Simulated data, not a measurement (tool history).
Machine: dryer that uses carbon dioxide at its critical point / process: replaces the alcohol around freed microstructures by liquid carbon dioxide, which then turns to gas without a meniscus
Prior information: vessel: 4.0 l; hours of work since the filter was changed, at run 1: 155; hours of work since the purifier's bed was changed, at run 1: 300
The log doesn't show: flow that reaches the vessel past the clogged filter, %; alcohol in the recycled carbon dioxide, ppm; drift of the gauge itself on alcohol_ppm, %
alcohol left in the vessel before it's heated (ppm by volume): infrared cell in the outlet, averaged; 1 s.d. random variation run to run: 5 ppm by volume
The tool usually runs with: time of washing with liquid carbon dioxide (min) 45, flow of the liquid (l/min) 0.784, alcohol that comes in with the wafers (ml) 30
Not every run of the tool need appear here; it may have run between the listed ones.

run	hour	time of washing with liquid carbon dioxide (min)	flow of the liquid (l/min)	alcohol that comes in with the wafers (ml)	hours of work since the filter was changed	hours of work since the purifier's bed was changed	alcohol left in the vessel before it's heated (ppm by volume)
1	0.0	45	0.784	30	155	300	130
2	38.8	45	0.784	30	182	327	140
3	74.9	45	0.784	51	206	351	145
4	104.8	45	0.784	51	227	371	164
5	127.9	45	0.784	51	242	387	158
6	144.5	33	0.787	47	254	398	190
7	177.0	39	1.045	56	276	421	182
8	200.9	43	0.691	76	292	437	196
9	235.9	43	0.691	76	316	461	212
# hour 249.2: inlet filter changed
10	255.3	43	0.691	76	4	473	193

What if the next run were any one of these 4? Each begins from the tool's condition after run 10:
A	294.7	45	0.784	27	31	500	?
B	294.7	43	0.691	72	31	500	?
C	294.7	57	1.081	70	31	500	?
D	294.7	31	0.938	21	31	500	?

run	alcohol left in the vessel before it's heated (ppm by volume)
A	198
B	207
C	194
D	207
With no hidden state in the tool, these same runs would have given:
run	alcohol left in the vessel before it's heated (ppm by volume)
A	4
B	13
C	8
D	13

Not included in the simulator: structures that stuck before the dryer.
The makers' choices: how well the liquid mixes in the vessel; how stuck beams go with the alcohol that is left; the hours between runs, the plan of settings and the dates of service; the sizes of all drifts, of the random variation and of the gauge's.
